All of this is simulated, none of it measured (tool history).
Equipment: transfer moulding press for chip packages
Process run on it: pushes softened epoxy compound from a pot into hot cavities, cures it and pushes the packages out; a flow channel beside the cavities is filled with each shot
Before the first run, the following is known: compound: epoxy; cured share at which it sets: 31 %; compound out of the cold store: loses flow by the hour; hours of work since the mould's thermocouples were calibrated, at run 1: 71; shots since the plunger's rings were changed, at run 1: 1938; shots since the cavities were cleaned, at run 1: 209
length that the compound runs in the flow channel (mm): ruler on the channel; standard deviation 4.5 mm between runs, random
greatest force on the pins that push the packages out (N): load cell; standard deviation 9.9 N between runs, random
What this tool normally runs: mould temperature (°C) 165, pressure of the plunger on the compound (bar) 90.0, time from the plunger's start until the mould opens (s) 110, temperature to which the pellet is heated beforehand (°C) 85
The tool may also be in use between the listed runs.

run,hour,mould temperature (°C),pressure of the plunger on the compound (bar),time from the plunger's start until the mould opens (s),temperature to which the pellet is heated beforehand (°C),hours of work since the mould's thermocouples were calibrated,shots since the plunger's rings were changed,shots since the cavities were cleaned,incoming compound's hours out of the cold store,length that the compound runs in the flow channel (mm),greatest force on the pins that push the packages out (N)
1,0.0,165,90.0,110,85,71,1938,209,29.9,944,542
2,7.7,165,90.0,110,85,76,2027,298,33.4,929,581
3,11.8,165,90.0,110,85,79,2074,345,37.0,926,579
4,20.5,172,90.0,110,85,86,2173,444,23.2,919,478
5,25.1,165,90.0,110,85,89,2227,498,27.2,948,613
# hour 29.5: cavities cleaned with cleaning compound and waxed
6,31.5,159,90.0,110,85,93,2283,23,44.1,929,705
7,37.1,159,91.7,110,85,97,2347,87,23.2,995,793
8,42.0,159,91.7,110,85,101,2403,143,38.6,954,791
9,50.6,159,91.7,110,85,107,2502,242,30.5,977,848
10,54.3,159,91.7,110,85,110,2545,285,27.6,973,881
11,58.5,159,91.7,110,85,113,2593,333,10.8,1023,978
12,63.8,159,82.9,110,85,117,2654,394,30.7,928,908
13,68.3,165,75.0,110,85,120,2706,446,43.0,819,618
14,75.3,165,75.0,110,85,125,2786,526,43.0,813,623
# hour 77.6: cavities cleaned with cleaning compound and waxed
15,85.8,163,78.4,109,88,132,2890,95,27.8,879,573
16,89.5,163,78.4,109,88,134,2933,138,9.0,922,626
17,94.4,163,78.4,109,88,138,2988,193,44.0,849,594
18,99.3,163,78.4,109,88,142,3044,249,28.2,876,659
19,103.7,163,78.4,109,79,145,3095,300,20.5,891,663
20,107.5,165,72.6,91,75,148,3139,344,32.1,821,815
21,112.9,165,90.0,110,81,152,3201,406,10.5,971,612
22,117.0,170,90.0,113,85,155,3248,453,39.0,872,497
23,122.9,170,74.2,113,95,159,3316,521,44.2,784,522
# hour 125.7: cavities cleaned with cleaning compound and waxed
24,129.5,170,92.3,110,85,163,3375,45,45.4,873,401
25,133.3,170,92.3,110,85,166,3418,88,35.8,898,419
26,139.1,170,83.4,110,85,170,3485,155,41.5,836,428
27,145.0,165,91.9,135,85,174,3553,223,15.1,964,450
28,153.5,167,78.5,110,85,180,3651,321,39.4,821,520

The same runs without the tool's hidden state, with the same run-to-run variation:
Hidden conditions of the tool in this case: true mould temperature over the reading, C; pressure that reaches the compound, % of what is set; grip of the stained cavities, % over clean ones'; drift of the gauge itself on flow_mm, %; drift of the gauge itself on push_out_n, %.
run,length that the compound runs in the flow channel (mm),greatest force on the pins that push the packages out (N)
1,978,461
2,964,472
3,962,460
4,956,359
5,987,457
6,968,692
7,1038,738
8,996,704
9,1022,710
10,1018,719
11,1072,783
12,973,705
13,859,465
14,854,457
15,925,533
16,971,565
17,894,514
18,925,554
19,941,542
20,868,653
21,1027,474
22,923,371
23,831,380
24,926,382
25,953,384
26,888,374
27,1026,378
28,875,418

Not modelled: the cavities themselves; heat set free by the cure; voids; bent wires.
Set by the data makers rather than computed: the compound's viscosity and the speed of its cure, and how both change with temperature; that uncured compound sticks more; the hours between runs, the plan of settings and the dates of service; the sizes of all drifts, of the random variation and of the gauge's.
